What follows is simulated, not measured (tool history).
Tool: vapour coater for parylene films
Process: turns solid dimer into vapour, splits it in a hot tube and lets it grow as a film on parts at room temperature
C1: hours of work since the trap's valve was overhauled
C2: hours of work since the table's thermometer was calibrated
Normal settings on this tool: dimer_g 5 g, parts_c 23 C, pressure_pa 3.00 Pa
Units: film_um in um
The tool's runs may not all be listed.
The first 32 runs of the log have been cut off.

run 33 day=21.617 | dimer_g=4 parts_c=23 pressure_pa=7.67 | C1=187 C2=697 | film_um=1.76
run 34 day=22.017 | dimer_g=3 parts_c=25 pressure_pa=3.00 | C1=195 C2=705 | film_um=1.49
run 35 day=22.950 | dimer_g=6 parts_c=15 pressure_pa=2.88 | C1=214 C2=724 | film_um=4.47
run 36 day=23.438 | dimer_g=6 parts_c=21 pressure_pa=3.28 | C1=224 C2=734 | film_um=3.44
run 37 day=24.008 | dimer_g=6 parts_c=21 pressure_pa=3.28 | C1=236 C2=746 | film_um=3.42
run 38 day=24.538 | dimer_g=6 parts_c=23 pressure_pa=3.00 | C1=247 C2=756 | film_um=3.24
run 39 day=25.200 | dimer_g=6 parts_c=23 pressure_pa=3.00 | C1=260 C2=770 | film_um=3.26
run 40 day=25.929 | dimer_g=2 parts_c=28 pressure_pa=5.29 | C1=275 C2=785 | film_um=0.77
run 41 day=26.650 | dimer_g=5 parts_c=23 pressure_pa=2.54 | C1=290 C2=800 | film_um=2.79
run 42 day=27.496 | dimer_g=5 parts_c=23 pressure_pa=2.54 | C1=307 C2=817 | film_um=2.79
run 43 day=27.917 | dimer_g=3 parts_c=34 pressure_pa=8.16 | C1=316 C2=825 | film_um=0.82
run 44 day=28.300 | dimer_g=3 parts_c=34 pressure_pa=8.16 | C1=323 C2=833 | film_um=0.86
run 45 day=29.021 | dimer_g=4 parts_c=24 pressure_pa=4.29 | C1=338 C2=848 | film_um=1.89
run 46 day=29.538 | dimer_g=9 parts_c=24 pressure_pa=2.03 | C1=349 C2=859 | film_um=5.02

4 ways to go on from here, each from the tool as it stands after run 46. What would each give?
-- day=30.317 gauge calibrated
run A day=30.358 | dimer_g=4 parts_c=15 pressure_pa=7.04 | C1=365 C2=875 | film_um=?
-- day=30.317 gauge calibrated
run B day=30.358 | dimer_g=9 parts_c=33 pressure_pa=2.86 | C1=365 C2=875 | film_um=?
-- day=30.317 gauge calibrated
run C day=30.358 | dimer_g=5 parts_c=20 pressure_pa=2.83 | C1=365 C2=875 | film_um=?
-- day=30.317 gauge calibrated
run D day=30.358 | dimer_g=5 parts_c=24 pressure_pa=3.00 | C1=365 C2=875 | film_um=?

run=A film_um=2.48
run=B film_um=3.33
run=C film_um=3.09
run=D film_um=2.62
With the hidden condition removed and each run's random variation left untouched, the same runs would have given:
run=A film_um=2.48
run=B film_um=3.33
run=C film_um=3.09
run=D film_um=2.62
